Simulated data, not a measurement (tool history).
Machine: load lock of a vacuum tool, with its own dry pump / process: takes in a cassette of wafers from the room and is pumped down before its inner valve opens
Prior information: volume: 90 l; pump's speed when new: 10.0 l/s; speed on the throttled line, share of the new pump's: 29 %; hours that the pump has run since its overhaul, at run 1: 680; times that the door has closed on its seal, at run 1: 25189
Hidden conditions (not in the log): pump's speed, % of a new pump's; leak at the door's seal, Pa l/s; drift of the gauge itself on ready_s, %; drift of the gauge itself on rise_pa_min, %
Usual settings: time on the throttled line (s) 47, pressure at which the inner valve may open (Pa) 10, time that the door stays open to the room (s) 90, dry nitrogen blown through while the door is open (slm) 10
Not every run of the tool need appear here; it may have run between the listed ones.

run    hour  time on the throttled line (s)  pressure at which the inner valve may open (Pa)  time that the door stays open to the room (s)  dry nitrogen blown through while the door is open (slm)  hours that the pump has run since its overhaul  times that the door has closed on its seal  incoming humidity of the room's air, %  time from the closed door until the inner valve may open (s)  rise of the pressure with all valves shut (Pa/min)
  1     0.0                              47                                               10                                             90                                                       10                                             680                                       25189                                    45.9                                                         120.1                                               0.135
  2   274.7                              47                                               10                                             90                                                       10                                             954                                       25933                                    45.7                                                         119.7                                               0.136
  3   520.8                              47                                               10                                             90                                                       20                                            1200                                       26600                                    44.5                                                         118.9                                               0.131
  4   873.1                              47                                               10                                             90                                                       10                                            1553                                       27554                                    46.8                                                         119.4                                               0.142
  5  1031.2                              47                                               10                                             90                                                       10                                            1711                                       27982                                    40.6                                                         120.2                                               0.144
  6  1397.1                              47                                               10                                             90                                                       10                                            2077                                       28973                                    44.5                                                         122.1                                               0.155
  7  1601.0                              47                                               10                                             90                                                       10                                            2281                                       29525                                    43.6                                                         121.3                                               0.157
  8  1936.0                              47                                               10                                             90                                                       10                                            2616                                       30433                                    42.5                                                         122.2                                               0.164
  9  2135.6                              47                                               10                                             90                                                       10                                            2815                                       30973                                    43.7                                                         122.5                                               0.162
 10  2430.2                              47                                               10                                             90                                                       10                                            3110                                       31771                                    45.1                                                         121.6                                               0.172
 11  2624.8                              47                                               10                                             90                                                       10                                            3304                                       32298                                    45.3                                                         122.4                                               0.176
 12  2872.6                              47                                               10                                             90                                                       10                                            3552                                       32969                                    47.4                                                         123.7                                               0.181
 13  3127.7                              47                                               10                                            227                                                       10                                            3807                                       33660                                    46.1                                                         122.1                                               0.223
 14  3376.1                              47                                               10                                             90                                                       10                                            4056                                       34333                                    44.4                                                         122.3                                               0.192
 15  3688.9                              30                                               10                                             44                                                       10                                            4369                                       35180                                    45.9                                                         111.9                                               0.186
 16  3836.5                              30                                               10                                             44                                                       10                                            4516                                       35580                                    43.4                                                         113.4                                               0.187
 17  4060.2                              58                                               18                                            163                                                       34                                            4740                                       36186                                    47.6                                                         126.2                                               0.197
 18  4265.6                              38                                                7                                            208                                                       45                                            4945                                       36742                                    47.2                                                         122.8                                               0.196
 19  4576.2                              79                                                7                                            208                                                        6                                            5256                                       37583                                    44.9                                                         151.8                                               0.258
 20  4741.6                              63                                                7                                            136                                                       19                                            5421                                       38031                                    44.1                                                         140.2                                               0.218
 21  4907.2                              63                                                7                                            136                                                       19                                            5587                                       38480                                    46.3                                                         140.2                                               0.224
 22  5224.6                              58                                               11                                             99                                                       19                                            5904                                       39339                                    47.3                                                         132.5                                               0.225
 23  5397.4                              58                                               11                                             99                                                       19                                            6077                                       39807                                    40.9                                                         132.9                                               0.227
 24  5604.3                              47                                               10                                             36                                                       10                                            6284                                       40368                                    47.7                                                         126.1                                               0.222
 25  5807.3                              67                                                9                                             90                                                       10                                            6487                                       40917                                    46.8                                                         141.5                                               0.239
 26  5965.1                              66                                               10                                            190                                                       34                                            6645                                       41345                                    44.6                                                         140.6                                               0.240
 27  6328.4                              66                                               10                                            190                                                       34                                            7008                                       42329                                    42.3                                                         138.4                                               0.243

Consider 4 possible next runs. They are alternatives, not a sequence: every one starts from the tool as it was left by run 27. What does each give?
  A  6675.4                              25                                               10                                            190                                                       34                                            7355                                       43269                                    46.5                                                             ?                                                   ?
  B  6675.4                              88                                               14                                            115                                                       10                                            7355                                       43269                                    49.0                                                             ?                                                   ?
  C  6675.4                              66                                               10                                            196                                                       34                                            7355                                       43269                                    46.1                                                             ?                                                   ?
  D  6675.4                              66                                               10                                            233                                                       34                                            7355                                       43269                                    47.2                                                             ?                                                   ?

run  time from the closed door until the inner valve may open (s)  rise of the pressure with all valves shut (Pa/min)
  A                                                         112.9                                               0.256
  B                                                         152.2                                               0.264
  C                                                         142.3                                               0.254
  D                                                         142.6                                               0.266
What these runs would have given with no unlogged condition in the tool:
run  time from the closed door until the inner valve may open (s)  rise of the pressure with all valves shut (Pa/min)
  A                                                         100.4                                               0.035
  B                                                         143.2                                               0.045
  C                                                         131.5                                               0.034
  D                                                         131.9                                               0.044

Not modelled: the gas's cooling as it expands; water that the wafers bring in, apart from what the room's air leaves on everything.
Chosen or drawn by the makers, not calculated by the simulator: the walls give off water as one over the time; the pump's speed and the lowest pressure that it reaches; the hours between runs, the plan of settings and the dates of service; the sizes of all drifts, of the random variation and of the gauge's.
